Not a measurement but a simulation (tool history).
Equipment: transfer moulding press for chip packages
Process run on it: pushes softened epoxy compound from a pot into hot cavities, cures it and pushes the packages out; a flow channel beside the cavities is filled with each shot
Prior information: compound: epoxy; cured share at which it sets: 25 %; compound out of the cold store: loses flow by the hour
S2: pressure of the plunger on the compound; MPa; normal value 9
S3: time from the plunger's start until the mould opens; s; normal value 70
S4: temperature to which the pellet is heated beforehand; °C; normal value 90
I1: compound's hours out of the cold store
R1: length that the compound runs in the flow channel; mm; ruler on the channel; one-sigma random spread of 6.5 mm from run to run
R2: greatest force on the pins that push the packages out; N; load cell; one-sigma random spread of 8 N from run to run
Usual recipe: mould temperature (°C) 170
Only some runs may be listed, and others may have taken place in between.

{"run": 1, "hour": 0.0, "mould temperature (°C)": 170, "S2": 9, "S3": 70, "S4": 90, "I1": 20.9, "R1": 837, "R2": 503}
{"hour": 21.3, "done": "cavities cleaned with cleaning compound and waxed"}
{"run": 2, "hour": 26.2, "mould temperature (°C)": 170, "S2": 10.95, "S3": 70, "S4": 90, "I1": 20.6, "R1": 904, "R2": 403}
{"run": 3, "hour": 45.9, "mould temperature (°C)": 170, "S2": 10.2, "S3": 70, "S4": 90, "I1": 16.1, "R1": 907, "R2": 503}
{"run": 4, "hour": 64.4, "mould temperature (°C)": 170, "S2": 10.2, "S3": 70, "S4": 90, "I1": 32.6, "R1": 807, "R2": 516}
{"hour": 75.1, "done": "cavities cleaned with cleaning compound and waxed"}
{"run": 5, "hour": 81.4, "mould temperature (°C)": 170, "S2": 9, "S3": 70, "S4": 90, "I1": 19.5, "R1": 821, "R2": 397}
{"run": 6, "hour": 95.7, "mould temperature (°C)": 170, "S2": 9, "S3": 70, "S4": 97, "I1": 33.1, "R1": 742, "R2": 437}
{"run": 7, "hour": 115.8, "mould temperature (°C)": 170, "S2": 9, "S3": 70, "S4": 97, "I1": 22.5, "R1": 789, "R2": 511}
{"hour": 127.8, "done": "cavities cleaned with cleaning compound and waxed"}
{"run": 8, "hour": 131.3, "mould temperature (°C)": 174, "S2": 9, "S3": 70, "S4": 97, "I1": 25.5, "R1": 762, "R2": 282}
{"run": 9, "hour": 147.3, "mould temperature (°C)": 170, "S2": 9, "S3": 77, "S4": 90, "I1": 24, "R1": 790, "R2": 364}
{"hour": 158.3, "done": "mould's thermocouples calibrated"}
{"run": 10, "hour": 161.3, "mould temperature (°C)": 170, "S2": 9, "S3": 77, "S4": 90, "I1": 34.4, "R1": 729, "R2": 390}
{"hour": 183.0, "done": "cavities cleaned with cleaning compound and waxed"}
{"run": 11, "hour": 189.0, "mould temperature (°C)": 170, "S2": 8.51, "S3": 70, "S4": 90, "I1": 17, "R1": 788, "R2": 389}
{"run": 12, "hour": 217.4, "mould temperature (°C)": 170, "S2": 8.51, "S3": 70, "S4": 90, "I1": 31.6, "R1": 714, "R2": 492}
{"run": 13, "hour": 233.3, "mould temperature (°C)": 170, "S2": 8.51, "S3": 70, "S4": 90, "I1": 41.6, "R1": 657, "R2": 508}
{"hour": 237.2, "done": "cavities cleaned with cleaning compound and waxed"}
{"hour": 242.7, "done": "mould's thermocouples calibrated, once more"}
{"run": 14, "hour": 259.7, "mould temperature (°C)": 170, "S2": 8.46, "S3": 70, "S4": 90, "I1": 44.4, "R1": 652, "R2": 487}
{"run": 15, "hour": 286.5, "mould temperature (°C)": 166, "S2": 7.65, "S3": 80, "S4": 85, "I1": 21.8, "R1": 717, "R2": 600}
{"hour": 293.4, "done": "cavities cleaned with cleaning compound and waxed"}
{"run": 16, "hour": 307.5, "mould temperature (°C)": 170, "S2": 9, "S3": 70, "S4": 90, "I1": 26.2, "R1": 750, "R2": 480}
{"run": 17, "hour": 320.2, "mould temperature (°C)": 170, "S2": 9, "S3": 70, "S4": 90, "I1": 13.2, "R1": 792, "R2": 574}
{"run": 18, "hour": 333.1, "mould temperature (°C)": 170, "S2": 9, "S3": 70, "S4": 90, "I1": 43.1, "R1": 654, "R2": 566}
{"hour": 346.8, "done": "cavities cleaned with cleaning compound and waxed"}
{"run": 19, "hour": 355.8, "mould temperature (°C)": 170, "S2": 9, "S3": 102, "S4": 86, "I1": 28.1, "R1": 716, "R2": 246}
{"run": 20, "hour": 375.0, "mould temperature (°C)": 170, "S2": 9, "S3": 102, "S4": 86, "I1": 11.9, "R1": 788, "R2": 298}
{"hour": 392.4, "done": "plunger's sealing rings changed"}
{"hour": 402.6, "done": "cavities cleaned with cleaning compound and waxed"}
{"run": 21, "hour": 402.6, "mould temperature (°C)": 172, "S2": 8.02, "S3": 51, "S4": 94, "I1": 21.8, "R1": 773, "R2": 745}
{"run": 22, "hour": 422.5, "mould temperature (°C)": 172, "S2": 8.02, "S3": 51, "S4": 94, "I1": 42, "R1": 690, "R2": 938}
{"run": 23, "hour": 436.6, "mould temperature (°C)": 172, "S2": 8.02, "S3": 51, "S4": 94, "I1": 26.3, "R1": 740, "R2": 1087}
{"hour": 455.5, "done": "cavities cleaned with cleaning compound and waxed"}
{"run": 24, "hour": 455.5, "mould temperature (°C)": 170, "S2": 9, "S3": 70, "S4": 100, "I1": 42.7, "R1": 725, "R2": 341}
{"run": 25, "hour": 476.8, "mould temperature (°C)": 170, "S2": 8.25, "S3": 84, "S4": 90, "I1": 30.3, "R1": 742, "R2": 323}

Below are 5 alternative next runs, each starting from the tool's condition after run 25. Predict each:
{"run": "A", "hour": 493.8, "mould temperature (°C)": 170, "S2": 9.42, "S3": 70, "S4": 81, "I1": 19.4, "R1": "?", "R2": "?"}
{"run": "B", "hour": 493.8, "mould temperature (°C)": 163, "S2": 10.38, "S3": 70, "S4": 95, "I1": 37, "R1": "?", "R2": "?"}
{"run": "C", "hour": 493.8, "mould temperature (°C)": 176, "S2": 8.25, "S3": 84, "S4": 90, "I1": 39.3, "R1": "?", "R2": "?"}
{"run": "D", "hour": 493.8, "mould temperature (°C)": 171, "S2": 6.96, "S3": 71, "S4": 90, "I1": 9.9, "R1": "?", "R2": "?"}
{"run": "E", "hour": 493.8, "mould temperature (°C)": 173, "S2": 10.08, "S3": 70, "S4": 94, "I1": 45.2, "R1": "?", "R2": "?"}

run=A R1=837 R2=626
run=B R1=819 R2=891
run=C R1=683 R2=309
run=D R1=762 R2=537
run=E R1=738 R2=434
With the hidden condition removed and each run's random variation left untouched, the same runs would have given:
run=A R1=861 R2=401
run=B R1=842 R2=573
run=C R1=702 R2=198
run=D R1=783 R2=344
run=E R1=758 R2=277
